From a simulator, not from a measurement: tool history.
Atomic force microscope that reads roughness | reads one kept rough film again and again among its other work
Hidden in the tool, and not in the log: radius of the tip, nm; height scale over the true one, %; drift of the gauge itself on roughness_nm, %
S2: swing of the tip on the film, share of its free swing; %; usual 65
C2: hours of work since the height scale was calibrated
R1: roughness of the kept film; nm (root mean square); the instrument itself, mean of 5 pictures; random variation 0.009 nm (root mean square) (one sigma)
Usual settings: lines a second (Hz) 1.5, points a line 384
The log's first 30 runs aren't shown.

{"run": 31, "hour": 994.1, "lines a second (Hz)": 2.94, "S2": 69, "points a line": 796, "pictures with this tip": 53, "C2": 1296, "R1": 1.952}
{"run": 32, "hour": 1022.2, "lines a second (Hz)": 2.94, "S2": 69, "points a line": 796, "pictures with this tip": 79, "C2": 1310, "R1": 1.957}
{"run": 33, "hour": 1058.9, "lines a second (Hz)": 0.66, "S2": 83, "points a line": 268, "pictures with this tip": 113, "C2": 1329, "R1": 2.015}
{"hour": 1068.8, "done": "new tip fitted"}
{"run": 34, "hour": 1103.4, "lines a second (Hz)": 2.45, "S2": 65, "points a line": 361, "pictures with this tip": 32, "C2": 1351, "R1": 1.976}
{"run": 35, "hour": 1138.2, "lines a second (Hz)": 1.65, "S2": 65, "points a line": 375, "pictures with this tip": 64, "C2": 1369, "R1": 2.011}
{"run": 36, "hour": 1156.8, "lines a second (Hz)": 0.63, "S2": 60, "points a line": 697, "pictures with this tip": 81, "C2": 1379, "R1": 2.056}
{"run": 37, "hour": 1189.6, "lines a second (Hz)": 0.63, "S2": 60, "points a line": 697, "pictures with this tip": 111, "C2": 1395, "R1": 2.067}
{"hour": 1201.4, "done": "new tip fitted"}
{"run": 38, "hour": 1222.7, "lines a second (Hz)": 1.65, "S2": 66, "points a line": 583, "pictures with this tip": 20, "C2": 1412, "R1": 2.019}
{"run": 39, "hour": 1244.2, "lines a second (Hz)": 3.68, "S2": 65, "points a line": 384, "pictures with this tip": 39, "C2": 1423, "R1": 1.948}
{"run": 40, "hour": 1265.7, "lines a second (Hz)": 3.68, "S2": 65, "points a line": 384, "pictures with this tip": 59, "C2": 1434, "R1": 1.947}
{"run": 41, "hour": 1309.6, "lines a second (Hz)": 1.68, "S2": 86, "points a line": 384, "pictures with this tip": 100, "C2": 1457, "R1": 1.899}
{"run": 42, "hour": 1330.3, "lines a second (Hz)": 1.77, "S2": 86, "points a line": 384, "pictures with this tip": 119, "C2": 1467, "R1": 1.879}
{"hour": 1334.2, "done": "new tip fitted"}
{"run": 43, "hour": 1371.1, "lines a second (Hz)": 1.18, "S2": 70, "points a line": 707, "pictures with this tip": 34, "C2": 1488, "R1": 2.036}
{"run": 44, "hour": 1393.5, "lines a second (Hz)": 1.3, "S2": 76, "points a line": 1014, "pictures with this tip": 55, "C2": 1499, "R1": 1.99}
{"run": 45, "hour": 1412.3, "lines a second (Hz)": 1.5, "S2": 67, "points a line": 384, "pictures with this tip": 72, "C2": 1509, "R1": 2.011}
{"run": 46, "hour": 1445.5, "lines a second (Hz)": 1.5, "S2": 67, "points a line": 384, "pictures with this tip": 103, "C2": 1526, "R1": 2.017}
{"hour": 1466.9, "done": "new tip fitted"}
{"run": 47, "hour": 1488.3, "lines a second (Hz)": 1.5, "S2": 67, "points a line": 384, "pictures with this tip": 19, "C2": 1547, "R1": 2.023}
{"run": 48, "hour": 1516.6, "lines a second (Hz)": 1.5, "S2": 58, "points a line": 384, "pictures with this tip": 45, "C2": 1562, "R1": 2.039}
{"run": 49, "hour": 1549.2, "lines a second (Hz)": 1.5, "S2": 58, "points a line": 384, "pictures with this tip": 76, "C2": 1578, "R1": 2.036}
{"run": 50, "hour": 1579.6, "lines a second (Hz)": 1.16, "S2": 65, "points a line": 384, "pictures with this tip": 104, "C2": 1594, "R1": 2.036}
{"hour": 1601.5, "done": "new tip fitted"}
{"run": 51, "hour": 1622.5, "lines a second (Hz)": 1.16, "S2": 65, "points a line": 384, "pictures with this tip": 19, "C2": 1616, "R1": 2.034}

5 ways to go on from here, each from the tool as it stands after run 51. What would each give?
{"run": "A", "hour": 1652.7, "lines a second (Hz)": 0.75, "S2": 84, "points a line": 892, "pictures with this tip": 47, "C2": 1631, "R1": "?"}
{"run": "B", "hour": 1652.7, "lines a second (Hz)": 1.09, "S2": 65, "points a line": 566, "pictures with this tip": 47, "C2": 1631, "R1": "?"}
{"run": "C", "hour": 1652.7, "lines a second (Hz)": 3.7, "S2": 62, "points a line": 289, "pictures with this tip": 47, "C2": 1631, "R1": "?"}
{"run": "D", "hour": 1652.7, "lines a second (Hz)": 3.75, "S2": 84, "points a line": 376, "pictures with this tip": 47, "C2": 1631, "R1": "?"}
{"run": "E", "hour": 1652.7, "lines a second (Hz)": 1.16, "S2": 85, "points a line": 415, "pictures with this tip": 47, "C2": 1631, "R1": "?"}

run=A R1=2.002
run=B R1=2.057
run=C R1=1.963
run=D R1=1.741
run=E R1=1.971
Without the tool's hidden state the same runs would have given:
run=A R1=2.005
run=B R1=2.061
run=C R1=1.966
run=D R1=1.744
run=E R1=1.974

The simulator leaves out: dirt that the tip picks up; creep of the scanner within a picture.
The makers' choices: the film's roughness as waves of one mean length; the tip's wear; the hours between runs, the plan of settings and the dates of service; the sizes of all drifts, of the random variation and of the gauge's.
